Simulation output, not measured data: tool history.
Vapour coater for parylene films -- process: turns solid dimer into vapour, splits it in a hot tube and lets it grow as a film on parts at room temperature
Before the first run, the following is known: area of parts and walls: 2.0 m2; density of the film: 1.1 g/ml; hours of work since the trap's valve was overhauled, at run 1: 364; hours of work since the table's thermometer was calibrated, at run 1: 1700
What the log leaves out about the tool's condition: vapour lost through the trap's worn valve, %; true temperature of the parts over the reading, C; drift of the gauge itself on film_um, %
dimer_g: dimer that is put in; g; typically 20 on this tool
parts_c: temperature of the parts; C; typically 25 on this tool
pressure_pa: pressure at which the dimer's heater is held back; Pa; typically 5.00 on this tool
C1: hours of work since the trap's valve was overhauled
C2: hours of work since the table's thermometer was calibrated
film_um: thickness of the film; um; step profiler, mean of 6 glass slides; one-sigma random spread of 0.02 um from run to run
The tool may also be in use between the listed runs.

{"run": 1, "day": 0.0, "dimer_g": 20, "parts_c": 25, "pressure_pa": 5.0, "C1": 364, "C2": 1700, "film_um": 3.92}
{"run": 2, "day": 1.346, "dimer_g": 19, "parts_c": 25, "pressure_pa": 5.0, "C1": 387, "C2": 1723, "film_um": 3.75}
{"run": 3, "day": 3.312, "dimer_g": 20, "parts_c": 25, "pressure_pa": 5.0, "C1": 422, "C2": 1757, "film_um": 3.93}
{"run": 4, "day": 5.075, "dimer_g": 20, "parts_c": 25, "pressure_pa": 5.0, "C1": 452, "C2": 1788, "film_um": 3.87}
{"run": 5, "day": 6.458, "dimer_g": 20, "parts_c": 25, "pressure_pa": 5.0, "C1": 476, "C2": 1812, "film_um": 3.85}
{"run": 6, "day": 9.05, "dimer_g": 20, "parts_c": 25, "pressure_pa": 5.0, "C1": 521, "C2": 1857, "film_um": 3.82}
{"run": 7, "day": 11.329, "dimer_g": 16, "parts_c": 25, "pressure_pa": 5.0, "C1": 561, "C2": 1896, "film_um": 3.04}
{"run": 8, "day": 13.946, "dimer_g": 16, "parts_c": 25, "pressure_pa": 5.0, "C1": 606, "C2": 1942, "film_um": 3.03}
{"day": 16.875, "done": "trap's valve overhauled"}
{"run": 9, "day": 16.883, "dimer_g": 16, "parts_c": 25, "pressure_pa": 5.0, "C1": 0, "C2": 1990, "film_um": 3.41}
{"run": 10, "day": 18.492, "dimer_g": 20, "parts_c": 25, "pressure_pa": 2.01, "C1": 28, "C2": 2018, "film_um": 4.47}
{"run": 11, "day": 20.838, "dimer_g": 20, "parts_c": 25, "pressure_pa": 2.01, "C1": 69, "C2": 2058, "film_um": 4.49}
{"run": 12, "day": 23.346, "dimer_g": 9, "parts_c": 25, "pressure_pa": 5.0, "C1": 112, "C2": 2102, "film_um": 1.89}
{"day": 24.629, "done": "table's thermometer calibrated"}
{"run": 13, "day": 25.879, "dimer_g": 20, "parts_c": 25, "pressure_pa": 5.0, "C1": 155, "C2": 22, "film_um": 4.04}
{"run": 14, "day": 28.204, "dimer_g": 22, "parts_c": 18, "pressure_pa": 2.74, "C1": 196, "C2": 62, "film_um": 5.19}
{"run": 15, "day": 30.9, "dimer_g": 25, "parts_c": 25, "pressure_pa": 5.0, "C1": 242, "C2": 109, "film_um": 4.98}
{"run": 16, "day": 32.154, "dimer_g": 25, "parts_c": 25, "pressure_pa": 5.0, "C1": 264, "C2": 130, "film_um": 4.96}
{"run": 17, "day": 34.188, "dimer_g": 25, "parts_c": 25, "pressure_pa": 10.81, "C1": 299, "C2": 166, "film_um": 4.67}
{"run": 18, "day": 36.129, "dimer_g": 17, "parts_c": 25, "pressure_pa": 5.0, "C1": 333, "C2": 199, "film_um": 3.32}
{"run": 19, "day": 37.579, "dimer_g": 9, "parts_c": 25, "pressure_pa": 5.0, "C1": 358, "C2": 224, "film_um": 1.76}
{"run": 20, "day": 39.475, "dimer_g": 9, "parts_c": 25, "pressure_pa": 5.0, "C1": 391, "C2": 257, "film_um": 1.76}
{"run": 21, "day": 41.604, "dimer_g": 12, "parts_c": 21, "pressure_pa": 6.52, "C1": 428, "C2": 294, "film_um": 2.42}
{"run": 22, "day": 43.512, "dimer_g": 20, "parts_c": 30, "pressure_pa": 2.84, "C1": 461, "C2": 327, "film_um": 3.72}
{"run": 23, "day": 45.312, "dimer_g": 20, "parts_c": 30, "pressure_pa": 2.84, "C1": 492, "C2": 359, "film_um": 3.64}
{"run": 24, "day": 47.95, "dimer_g": 10, "parts_c": 30, "pressure_pa": 3.61, "C1": 538, "C2": 404, "film_um": 1.76}
{"run": 25, "day": 50.312, "dimer_g": 20, "parts_c": 25, "pressure_pa": 8.19, "C1": 579, "C2": 445, "film_um": 3.62}
{"run": 26, "day": 52.729, "dimer_g": 19, "parts_c": 21, "pressure_pa": 5.0, "C1": 621, "C2": 487, "film_um": 3.79}

Forecast each of these 5 alternatives for the next run:
{"day": 54.725, "done": "trap's valve overhauled"}
{"run": "A", "day": 54.725, "dimer_g": 19, "parts_c": 21, "pressure_pa": 8.91, "C1": 0, "C2": 519, "film_um": "?"}
{"day": 54.725, "done": "trap's valve overhauled"}
{"run": "B", "day": 54.725, "dimer_g": 19, "parts_c": 30, "pressure_pa": 5.0, "C1": 0, "C2": 519, "film_um": "?"}
{"day": 54.725, "done": "trap's valve overhauled"}
{"run": "C", "day": 54.725, "dimer_g": 10, "parts_c": 20, "pressure_pa": 10.22, "C1": 0, "C2": 519, "film_um": "?"}
{"day": 54.725, "done": "trap's valve overhauled"}
{"run": "D", "day": 54.725, "dimer_g": 9, "parts_c": 20, "pressure_pa": 2.33, "C1": 0, "C2": 519, "film_um": "?"}
{"day": 54.725, "done": "trap's valve overhauled"}
{"run": "E", "day": 54.725, "dimer_g": 20, "parts_c": 34, "pressure_pa": 5.0, "C1": 0, "C2": 519, "film_um": "?"}

run=A film_um=4.04
run=B film_um=3.63
run=C film_um=2.14
run=D film_um=2.16
run=E film_um=3.61
Stripped of hidden state, with their random variation kept, the same runs would have yielded:
run=A film_um=4.04
run=B film_um=3.63
run=C film_um=2.14
run=D film_um=2.16
run=E film_um=3.62

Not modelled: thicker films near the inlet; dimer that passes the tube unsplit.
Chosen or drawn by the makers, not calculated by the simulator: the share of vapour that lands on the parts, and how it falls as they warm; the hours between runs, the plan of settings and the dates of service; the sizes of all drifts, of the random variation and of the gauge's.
